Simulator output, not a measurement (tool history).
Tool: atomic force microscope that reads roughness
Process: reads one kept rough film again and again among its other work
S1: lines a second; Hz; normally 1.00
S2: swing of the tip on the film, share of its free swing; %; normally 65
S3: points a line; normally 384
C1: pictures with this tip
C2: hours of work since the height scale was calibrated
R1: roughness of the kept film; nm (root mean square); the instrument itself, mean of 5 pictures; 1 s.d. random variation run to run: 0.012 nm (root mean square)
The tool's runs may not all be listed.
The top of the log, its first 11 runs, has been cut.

At day 18.683: new tip fitted.
Run 12, day 20.829: usual settings but S1 0.50 Hz; C1 77; C2 1211. Result: R1 2.916 nm (root mean square).
Run 13, day 21.988: usual settings but S1 0.50 Hz; C1 118; C2 1223. Result: R1 2.922 nm (root mean square).
Run 14, day 23.942: usual settings but S1 0.50 Hz; C1 187; C2 1244. Result: R1 2.910 nm (root mean square).
At day 24.912: new tip fitted.
Run 15, day 26.333: usual settings but S1 0.50 Hz; C1 51; C2 1270. Result: R1 2.916 nm (root mean square).
Run 16, day 28.742: usual settings but S1 0.50 Hz, S2 56 %; C1 136; C2 1295. Result: R1 2.915 nm (root mean square).
Run 17, day 30.662: usual settings but S1 0.50 Hz, S2 56 %; C1 204; C2 1316. Result: R1 2.918 nm (root mean square).
At day 31.108: new tip fitted.
Run 18, day 32.171: usual settings but S1 0.50 Hz, S2 56 %; C1 37; C2 1332. Result: R1 2.925 nm (root mean square).
Run 19, day 33.771: usual settings; C1 94; C2 1349. Result: R1 2.862 nm (root mean square).
Run 20, day 35.421: usual settings; C1 153; C2 1367. Result: R1 2.845 nm (root mean square).
At day 37.392: new tip fitted.
Run 21, day 38.058: usual settings; C1 24; C2 1395. Result: R1 2.864 nm (root mean square).
Run 22, day 39.979: usual settings but S1 2.08 Hz; C1 92; C2 1415. Result: R1 2.779 nm (root mean square).
Run 23, day 42.088: usual settings but S1 2.08 Hz, S2 72 %, S3 345; C1 167; C2 1438. Result: R1 2.708 nm (root mean square).
At day 42.829: height scale calibrated on a step standard.
At day 43.642: new tip fitted.
Run 24, day 44.671: usual settings but S1 2.08 Hz, S2 59 %, S3 437; C1 37; C2 20. Result: R1 2.841 nm (root mean square).
Run 25, day 47.283: usual settings but S2 57 %, S3 593; C1 129; C2 47. Result: R1 2.925 nm (root mean square).
Run 26, day 49.000: usual settings but S2 57 %, S3 593; C1 190; C2 66. Result: R1 2.929 nm (root mean square).
At day 49.850: new tip fitted.
Run 27, day 50.546: usual settings but S1 2.84 Hz, S2 62 %, S3 291; C1 25; C2 82. Result: R1 2.732 nm (root mean square).
Run 28, day 53.000: usual settings but S1 2.79 Hz, S3 766; C1 112; C2 109. Result: R1 2.748 nm (root mean square).
Run 29, day 55.517: usual settings but S1 1.26 Hz, S2 55 %, S3 620; C1 201; C2 135. Result: R1 2.948 nm (root mean square).

For run 30, what comes out?
At day 56.050: new tip fitted.
Run 30, day 57.738: usual settings but S1 1.26 Hz, S2 55 %, S3 620; C1 60; C2 159. Result: R1 ?.

R1: 2.934 nm (root mean square)
With the hidden condition absent and the run-to-run variation left alone, this run would have shown R1 2.938 nm (root mean square).

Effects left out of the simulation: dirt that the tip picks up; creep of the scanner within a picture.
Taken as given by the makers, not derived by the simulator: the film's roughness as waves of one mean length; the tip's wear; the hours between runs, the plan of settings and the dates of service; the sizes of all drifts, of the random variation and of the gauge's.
